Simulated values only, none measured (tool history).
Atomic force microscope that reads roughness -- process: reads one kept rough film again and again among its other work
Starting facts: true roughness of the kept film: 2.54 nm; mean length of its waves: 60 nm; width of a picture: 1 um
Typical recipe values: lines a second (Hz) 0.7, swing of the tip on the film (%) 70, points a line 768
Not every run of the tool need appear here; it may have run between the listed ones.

run	hour	lines a second (Hz)	swing of the tip on the film (%)	points a line	roughness of the kept film (nm (root mean square))
1	0	0.7	70	768	2.371
2	19.5	0.7	70	768	2.283
# hour 27.6: new tip fitted
3	35.6	0.7	70	768	2.365
4	52.5	2.607	70	768	2.084
# hour 65.1: new tip fitted
5	65.1	0.7	70	768	2.391
6	83.1	0.7	70	768	2.333
7	95.1	0.7	70	768	2.305
# hour 102.1: new tip fitted
8	111.4	0.7	70	768	2.373
9	120.8	0.7	70	695	2.319
10	132.5	0.7	70	540	2.275
# hour 140.8: new tip fitted
11	153.9	0.7	70	540	2.34
12	164.3	0.7	87	768	2.172
# hour 178: new tip fitted
13	182.4	0.7	65	768	2.388
14	199.6	0.7	70	768	2.328
15	210.4	0.7	70	508	2.289
# hour 214.9: new tip fitted
16	221.8	1.013	70	508	2.33
17	236.4	1.013	70	508	2.29
# hour 252.3: new tip fitted
18	256.9	2.645	70	768	2.143
19	271.4	0.7	70	713	2.322
# hour 289.3: new tip fitted
20	291.9	0.663	70	768	2.396
21	312.9	0.7	70	768	2.292
# hour 327.1: new tip fitted
22	329.3	2.509	70	768	2.149
23	348.8	2.509	70	768	2.086
24	362.3	2.509	70	768	2.055
# hour 363.7: new tip fitted
25	372.4	2.509	70	768	2.13
26	389.7	2.509	70	768	2.092
# hour 401.1: new tip fitted
27	409.3	2.509	83	710	1.899
28	424.3	2.509	59	710	2.244
# hour 438.5: new tip fitted
29	440.6	0.697	66	492	2.397
30	457.6	0.7	70	833	2.335
# hour 475.5: new tip fitted
31	477.6	0.7	70	833	2.363
32	497.9	1.137	70	768	2.247
33	511.5	1.137	70	768	2.227
# hour 513.4: new tip fitted
34	533.3	0.757	69	882	2.331
35	546.7	0.757	65	335	2.317
# hour 550.2: new tip fitted
36	563.1	0.757	65	335	2.345
37	578.5	1.068	73	768	2.244
# hour 587.7: new tip fitted
38	597.3	2.054	84	775	1.956
39	619	0.7	71	464	2.286
# hour 624.9: new tip fitted
40	637	3.113	76	768	1.932
41	646.5	0.7	60	768	2.347
42	660.4	0.7	60	768	2.327
# hour 662.6: new tip fitted
43	680.3	1.61	62	666	2.295
# hour 700.1: new tip fitted
44	700.6	0.7	64	388	2.407
45	716.6	1.735	64	348	2.262
46	734.1	0.7	70	936	2.284
# hour 738.3: new tip fitted
47	746.8	0.7	87	664	2.237
48	768.7	0.848	65	1004	2.302

Branching from run 48: 3 alternative next runs. What would each branch give?
# hour 775.9: new tip fitted
A	782.8	0.7	78	256	?
# hour 775.9: new tip fitted
B	782.8	2.426	67	369	?
# hour 775.9: new tip fitted
C	782.8	0.692	61	893	?

run	roughness of the kept film (nm (root mean square))
A	2.281
B	2.207
C	2.391
With no hidden state in the tool, these same runs would have given:
run	roughness of the kept film (nm (root mean square))
A	2.317
B	2.242
C	2.429
